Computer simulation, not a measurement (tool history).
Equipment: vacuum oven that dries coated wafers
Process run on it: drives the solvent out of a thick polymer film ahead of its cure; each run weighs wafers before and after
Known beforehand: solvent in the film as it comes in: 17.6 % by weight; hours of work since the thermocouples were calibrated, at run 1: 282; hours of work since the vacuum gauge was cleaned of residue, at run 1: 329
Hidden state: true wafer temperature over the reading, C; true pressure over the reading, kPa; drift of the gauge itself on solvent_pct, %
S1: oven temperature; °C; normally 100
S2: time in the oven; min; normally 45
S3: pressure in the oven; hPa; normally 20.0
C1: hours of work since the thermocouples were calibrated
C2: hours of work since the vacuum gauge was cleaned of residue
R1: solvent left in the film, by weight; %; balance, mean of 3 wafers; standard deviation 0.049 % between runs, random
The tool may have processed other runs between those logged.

Run 1, day 0.000: usual settings; C1 282; C2 329. Result: R1 3.49 %.
Run 2, day 1.721: usual settings; C1 309; C2 356. Result: R1 3.47 %.
Run 3, day 4.092: usual settings; C1 347; C2 393. Result: R1 3.48 %.
Run 4, day 5.642: usual settings; C1 371; C2 417. Result: R1 3.50 %.
Run 5, day 7.471: usual settings; C1 400; C2 446. Result: R1 3.49 %.
Run 6, day 9.962: usual settings; C1 439; C2 485. Result: R1 3.42 %.
Run 7, day 11.404: usual settings; C1 461; C2 508. Result: R1 3.43 %.
Run 8, day 13.638: usual settings but S3 78.4 hPa; C1 496; C2 543. Result: R1 5.33 %.
Run 9, day 14.738: usual settings but S3 78.4 hPa; C1 514; C2 560. Result: R1 5.29 %.
Run 10, day 16.758: usual settings but S3 19.0 hPa; C1 545; C2 592. Result: R1 3.46 %.
Run 11, day 18.733: usual settings but S3 19.0 hPa; C1 576; C2 623. Result: R1 3.41 %.
Run 12, day 20.325: usual settings but S3 19.0 hPa; C1 601; C2 648. Result: R1 3.31 %.
Run 13, day 22.738: usual settings but S1 93 °C, S3 19.0 hPa; C1 639; C2 686. Result: R1 4.79 %.
Run 14, day 24.312: usual settings but S1 93 °C, S3 19.0 hPa; C1 664; C2 710. Result: R1 4.70 %.
Run 15, day 26.350: usual settings but S1 93 °C, S3 19.0 hPa; C1 696; C2 742. Result: R1 4.80 %.
Run 16, day 27.525: usual settings but S3 11.0 hPa; C1 714; C2 761. Result: R1 3.07 %.
Run 17, day 29.212: usual settings but S3 11.0 hPa; C1 741; C2 787. Result: R1 3.05 %.
Run 18, day 31.517: usual settings but S3 11.0 hPa; C1 777; C2 823. Result: R1 3.11 %.
Run 19, day 34.158: usual settings but S1 93 °C; C1 819; C2 865. Result: R1 4.75 %.
Run 20, day 36.146: usual settings but S1 93 °C; C1 850; C2 896. Result: R1 4.77 %.
Run 21, day 38.604: usual settings but S1 93 °C; C1 888; C2 935. Result: R1 4.70 %.
Run 22, day 40.579: usual settings but S3 16.6 hPa; C1 919; C2 966. Result: R1 3.17 %.
Run 23, day 41.767: usual settings but S3 16.6 hPa; C1 938; C2 984. Result: R1 3.16 %.
Run 24, day 43.696: usual settings; C1 968; C2 1015. Result: R1 3.22 %.
Run 25, day 45.521: usual settings but S1 95 °C, S3 26.9 hPa; C1 997; C2 1043. Result: R1 4.50 %.
Run 26, day 46.950: usual settings but S1 95 °C, S3 26.9 hPa; C1 1019; C2 1066. Result: R1 4.56 %.
Run 27, day 48.812: usual settings but S1 95 °C, S3 26.9 hPa; C1 1049; C2 1095. Result: R1 4.46 %.

Run 28, settings as shown, results not yet in. Your forecast:
Run 28, day 50.988: usual settings but S1 95 °C, S3 12.5 hPa; C1 1083; C2 1129. Result: R1 ?.

R1: 3.94 %
With the hidden condition absent and the run-to-run variation left alone, this run would have shown R1 4.37 %.
